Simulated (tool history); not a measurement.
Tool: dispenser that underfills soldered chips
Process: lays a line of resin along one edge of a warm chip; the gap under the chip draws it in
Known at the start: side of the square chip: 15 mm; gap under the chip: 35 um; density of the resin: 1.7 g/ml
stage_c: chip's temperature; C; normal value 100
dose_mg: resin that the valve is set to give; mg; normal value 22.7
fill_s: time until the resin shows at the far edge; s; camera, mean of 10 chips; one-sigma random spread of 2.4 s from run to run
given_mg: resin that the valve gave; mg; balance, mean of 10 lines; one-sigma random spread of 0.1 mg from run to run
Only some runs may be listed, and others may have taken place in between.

run    day  stage_c  dose_mg  fill_s  given_mg
  1  0.000      100     22.7   394.5     21.40
     0.146  -- new syringe of resin
  2  0.254       96     22.7   311.8     21.35
  3  0.400       96     22.7   391.3     21.21
  4  0.508      100     22.7   405.0     21.07
     0.621  -- new syringe of resin
  5  0.683      100     27.8   262.7     25.94
  6  0.925      100     27.8   368.1     25.74
     1.100  -- new syringe of resin
  7  1.129      100     27.8   244.8     25.62
  8  1.233      100     20.6   292.5     19.05
  9  1.462      100     22.7   405.1     20.93
     1.583  -- new syringe of resin
 10  1.675      100     22.7   279.9     20.74
 11  1.846      100     22.7   340.5     20.79
 12  2.017      100     22.7   444.9     20.57
     2.062  -- new syringe of resin
 13  2.258      100     22.7   320.5     20.58
     2.504  -- dispensing valve cleaned and set on the balance
 14  2.525      100     22.7   432.5     22.76
     2.579  -- new syringe of resin
 15  2.696       99     22.7   295.1     22.57
 16  2.825      100     25.4   336.7     25.33
 17  2.967      103     25.4   382.3     25.21
     3.054  -- new syringe of resin
 18  3.167      107     20.5   231.9     20.40
 19  3.304       90     27.0   462.9     26.74
 20  3.454       92     20.4   559.9     20.06
     3.533  -- new syringe of resin
 21  3.700       89     22.5   431.6     21.91
 22  3.833      104     20.7   333.7     20.39
     4.017  -- new syringe of resin
 23  4.025       97     28.1   263.0     27.51
 24  4.246       97     28.1   360.9     27.21

Forecast run 25:
 25  4.446      104     23.0       ?         ?

{"run 25": {"fill_s": 392.8, "given_mg": 22.2}}
The same run, on a tool lacking any hidden state, would have yielded fill_s 211.4 s, given_mg 22.84 mg.
